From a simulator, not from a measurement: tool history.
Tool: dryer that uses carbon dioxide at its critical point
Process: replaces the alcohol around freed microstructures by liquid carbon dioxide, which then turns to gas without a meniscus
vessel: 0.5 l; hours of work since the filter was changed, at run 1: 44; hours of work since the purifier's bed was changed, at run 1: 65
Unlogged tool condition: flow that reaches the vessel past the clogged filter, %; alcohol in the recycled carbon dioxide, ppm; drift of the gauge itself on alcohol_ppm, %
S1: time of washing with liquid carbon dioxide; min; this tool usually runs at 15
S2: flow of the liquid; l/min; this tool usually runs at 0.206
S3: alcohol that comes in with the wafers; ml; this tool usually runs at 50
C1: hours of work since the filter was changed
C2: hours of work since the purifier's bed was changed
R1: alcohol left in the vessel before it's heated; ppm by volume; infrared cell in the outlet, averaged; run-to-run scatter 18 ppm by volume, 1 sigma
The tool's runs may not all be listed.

run   hour  S1     S2  S3   C1   C2    R1
  1    0.0  15  0.206  50   44   65  1291
  2   16.6  15  0.325  50   51   72   106
  3   38.7  12  0.206  50   60   81  3087
  4   54.9  15  0.206  50   67   88  1328
  5   69.1  15  0.206  50   73   94  1322
  6   89.9  15  0.206  50   82  103  1340
  7  102.3  15  0.206  50   87  108  1378
  8  122.5  20  0.206  50   96  116   343
  9  141.4  15  0.206  71  104  124  1930
 10  166.9  15  0.243  50  115  135   658
 11  187.6  20  0.244  50  123  144   139
 12  215.3  11  0.206  97  135  156  8469
 13  231.5  15  0.252  47  142  162   542
 14  256.5  13  0.252  47  152  173  1071
 15  270.0  10  0.195  49  158  179  6751
 16  291.8  10  0.195  49  167  188  6953
 17  307.2  10  0.195  26  174  194  3775

5 ways to go on from here, each from the tool as it stands after run 17. What would each give?
  A  332.3  21  0.206  50  184  205   ?
  B  332.3  10  0.266  26  184  205   ?
  C  332.3  19  0.156  61  184  205   ?
  D  332.3  13  0.206  50  184  205   ?
  E  332.3  23  0.136  96  184  205   ?

run    R1
  A   312
  B  1413
  C  2233
  D  2627
  E  2808
With the hidden condition removed and each run's random variation left untouched, the same runs would have given:
run    R1
  A   192
  B  1099
  C  1710
  D  2064
  E  2127
